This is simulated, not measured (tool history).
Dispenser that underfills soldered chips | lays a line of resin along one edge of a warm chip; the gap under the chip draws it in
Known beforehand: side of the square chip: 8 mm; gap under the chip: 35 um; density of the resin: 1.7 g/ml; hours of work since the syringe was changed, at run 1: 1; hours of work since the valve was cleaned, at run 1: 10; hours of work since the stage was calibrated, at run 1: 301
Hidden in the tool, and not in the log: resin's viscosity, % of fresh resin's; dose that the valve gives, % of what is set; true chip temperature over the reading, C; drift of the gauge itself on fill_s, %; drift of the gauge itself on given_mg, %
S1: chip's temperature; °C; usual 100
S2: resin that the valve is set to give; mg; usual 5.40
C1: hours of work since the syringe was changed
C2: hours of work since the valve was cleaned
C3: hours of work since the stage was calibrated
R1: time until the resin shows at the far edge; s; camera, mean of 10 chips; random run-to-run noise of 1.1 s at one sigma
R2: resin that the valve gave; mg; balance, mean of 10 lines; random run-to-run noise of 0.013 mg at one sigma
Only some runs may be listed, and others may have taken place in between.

run	day	S1	S2	C1	C2	C3	R1	R2
1	0.000	100	5.40	1	10	301	121.8	5.34
2	0.400	100	6.34	8	16	307	154.0	6.25
# day 0.612: new syringe of resin
3	0.908	100	6.34	5	24	315	137.7	6.20
4	1.212	100	6.34	10	29	320	168.2	6.17
# day 1.329: new syringe of resin
5	1.658	100	6.34	5	36	327	134.7	6.14
6	1.979	100	5.40	10	41	332	177.6	5.22
# day 2.062: new syringe of resin
7	2.221	88	5.40	3	45	336	215.6	5.17
8	2.708	88	5.40	10	52	344	309.8	5.15
# day 2.804: new syringe of resin
9	2.950	88	5.40	2	56	347	213.6	5.16
# day 3.312: dispensing valve cleaned and set on the balance
10	3.458	88	5.40	10	2	355	295.4	5.39
# day 3.562: new syringe of resin
11	3.825	88	5.40	4	8	360	229.7	5.36
12	4.246	88	5.40	11	15	367	306.5	5.33
# day 4.283: new syringe of resin
13	4.508	88	5.40	4	19	371	222.6	5.31
14	4.967	88	6.38	11	26	378	299.9	6.23
# day 5.021: new syringe of resin
15	5.412	95	5.04	6	33	385	189.8	4.91
# day 5.721: new syringe of resin
16	5.888	95	5.04	3	40	393	166.7	4.90
17	6.225	90	4.68	8	46	398	268.8	4.51
# day 6.429: new syringe of resin
18	6.504	86	5.40	1	50	402	221.4	5.19
19	6.808	105	5.40	6	55	407	119.5	5.14
# day 7.133: new syringe of resin
20	7.133	105	5.40	0	60	412	91.7	5.15
# day 7.262: dispensing valve cleaned and set on the balance
21	7.592	106	5.40	7	5	419	119.0	5.39
# day 7.879: new syringe of resin
22	7.900	106	5.40	0	10	424	89.9	5.37
23	8.350	110	5.32	8	17	431	107.2	5.24
# day 8.583: new syringe of resin
24	8.783	100	5.66	3	24	438	130.5	5.55
25	9.258	100	5.66	11	32	445	182.6	5.53

3 options for the next run, each taken on its own from the tool as it stands now. Forecast them:
# day 9.317: new syringe of resin
A	9.500	103	5.40	3	35	449	?	?
# day 9.317: new syringe of resin
B	9.500	88	5.44	3	35	449	?	?
# day 9.317: new syringe of resin
C	9.500	87	4.92	3	35	449	?	?

run	R1	R2
A	113.4	5.26
B	223.4	5.30
C	238.9	4.81
Had the tool no hidden state, the same runs would have come out as:
run	R1	R2
A	92.7	5.40
B	181.6	5.45
C	193.6	4.94
